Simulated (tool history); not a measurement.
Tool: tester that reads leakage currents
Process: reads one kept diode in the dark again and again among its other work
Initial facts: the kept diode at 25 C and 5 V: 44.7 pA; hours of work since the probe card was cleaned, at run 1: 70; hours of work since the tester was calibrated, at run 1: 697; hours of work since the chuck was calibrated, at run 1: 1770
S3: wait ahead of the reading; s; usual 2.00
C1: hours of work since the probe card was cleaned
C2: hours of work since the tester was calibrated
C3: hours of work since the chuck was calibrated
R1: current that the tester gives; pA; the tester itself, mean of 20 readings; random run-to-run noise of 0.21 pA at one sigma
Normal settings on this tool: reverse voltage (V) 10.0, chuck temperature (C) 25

Run 1, day 0.000: usual settings; C1 70; C2 697; C3 1770. Result: R1 69.38 pA.
Run 2, day 1.583: usual settings; C1 89; C2 715; C3 1789. Result: R1 69.52 pA.
Run 3, day 3.225: usual settings but chuck temperature (C) 21; C1 108; C2 735; C3 1809. Result: R1 51.69 pA.
At day 3.404: chuck's temperature calibrated.
Run 4, day 4.600: usual settings but S3 0.85 s; C1 123; C2 750; C3 14. Result: R1 71.78 pA.
Run 5, day 6.446: usual settings; C1 145; C2 772; C3 36. Result: R1 69.69 pA.
Run 6, day 8.238: usual settings; C1 167; C2 794; C3 58. Result: R1 69.90 pA.
Run 7, day 9.638: usual settings; C1 183; C2 810; C3 74. Result: R1 69.49 pA.
Run 8, day 11.146: usual settings; C1 201; C2 828; C3 92. Result: R1 69.81 pA.
Run 9, day 12.842: usual settings but reverse voltage (V) 3.3, chuck temperature (C) 57, S3 0.44 s; C1 222; C2 848; C3 112. Result: R1 321.66 pA.
Run 10, day 13.896: usual settings but chuck temperature (C) 49; C1 234; C2 861; C3 125. Result: R1 373.08 pA.
Run 11, day 15.558: usual settings but chuck temperature (C) 49; C1 254; C2 881; C3 145. Result: R1 373.29 pA.
Run 12, day 16.904: usual settings but reverse voltage (V) 7.0, chuck temperature (C) 53, S3 4.72 s; C1 270; C2 897; C3 161. Result: R1 388.09 pA.

Estimate the outcome of run 13 from the log above:
Run 13, day 18.158: usual settings but reverse voltage (V) 7.0, chuck temperature (C) 45, S3 4.72 s; C1 285; C2 912; C3 176. Result: R1 ?.

{"run 13": {"R1": 230.67}}
Take away the tool's hidden state, keep the run-to-run variation as it was, and the same run would have given R1 230.67 pA.
